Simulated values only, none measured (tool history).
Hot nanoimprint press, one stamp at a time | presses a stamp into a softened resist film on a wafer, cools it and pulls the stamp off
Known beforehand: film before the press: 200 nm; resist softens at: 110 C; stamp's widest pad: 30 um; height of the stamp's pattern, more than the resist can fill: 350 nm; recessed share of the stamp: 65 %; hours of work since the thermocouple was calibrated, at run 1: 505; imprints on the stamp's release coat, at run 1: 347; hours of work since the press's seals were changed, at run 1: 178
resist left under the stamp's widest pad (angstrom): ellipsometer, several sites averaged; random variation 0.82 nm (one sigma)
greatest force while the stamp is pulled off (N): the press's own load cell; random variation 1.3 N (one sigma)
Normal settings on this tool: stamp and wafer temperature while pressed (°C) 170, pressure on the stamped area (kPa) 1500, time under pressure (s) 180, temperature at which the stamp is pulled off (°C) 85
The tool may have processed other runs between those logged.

run	day	stamp and wafer temperature while pressed (°C)	pressure on the stamped area (kPa)	time under pressure (s)	temperature at which the stamp is pulled off (°C)	hours of work since the thermocouple was calibrated	imprints on the stamp's release coat	hours of work since the press's seals were changed	resist left under the stamp's widest pad (angstrom)	greatest force while the stamp is pulled off (N)
1	0.000	170	1500	180	85	505	347	178	1189	100
2	0.412	170	1500	180	85	509	374	182	1179	101
3	0.825	170	1500	180	85	513	401	186	1187	98
4	1.117	170	1500	180	85	516	420	189	1197	103
5	1.438	170	1500	180	85	519	441	192	1183	102
# day 1.638: plate thermocouple calibrated
6	2.054	170	1500	180	85	4	473	197	1075	100
7	2.300	170	1500	180	85	7	489	199	1087	103
8	2.850	170	1500	180	85	12	525	205	1077	100
9	3.162	170	1500	180	87	15	545	208	1081	100
10	3.496	170	1500	180	87	19	567	211	1089	101
11	3.971	173	1500	180	85	23	598	216	968	105
12	4.267	170	1500	251	73	26	617	219	979	110
13	4.612	158	1500	180	85	30	639	222	1652	101
14	4.946	159	1230	141	71	33	661	226	1728	112
15	5.321	159	1230	141	71	37	685	229	1737	115
16	5.771	159	1230	141	71	41	714	234	1745	112
17	6.079	159	1230	141	79	44	734	237	1762	110
18	6.488	170	1090	180	85	48	761	241	1249	105
19	6.725	170	1000	237	91	51	777	243	1182	98
20	7.221	170	910	180	74	56	809	248	1332	110
21	7.471	176	1280	180	74	58	825	251	909	112
22	7.758	176	1280	180	74	61	844	254	919	111

Consider 5 possible next runs. They are alternatives, not a sequence: every one starts from the tool as it was left by run 22. What does each give?
A	8.050	176	1280	152	85	64	863	257	?	?
B	8.050	170	1500	180	79	64	863	257	?	?
C	8.050	160	1280	106	74	64	863	257	?	?
D	8.050	180	1980	180	85	64	863	257	?	?
E	8.050	176	2180	180	78	64	863	257	?	?

run	resist left under the stamp's widest pad (angstrom)	greatest force while the stamp is pulled off (N)
A	964	104
B	1102	111
C	1776	112
D	618	104
E	696	112
With the hidden condition removed and each run's random variation left untouched, the same runs would have given:
run	resist left under the stamp's widest pad (angstrom)	greatest force while the stamp is pulled off (N)
A	945	95
B	1081	101
C	1763	102
D	604	95
E	679	102
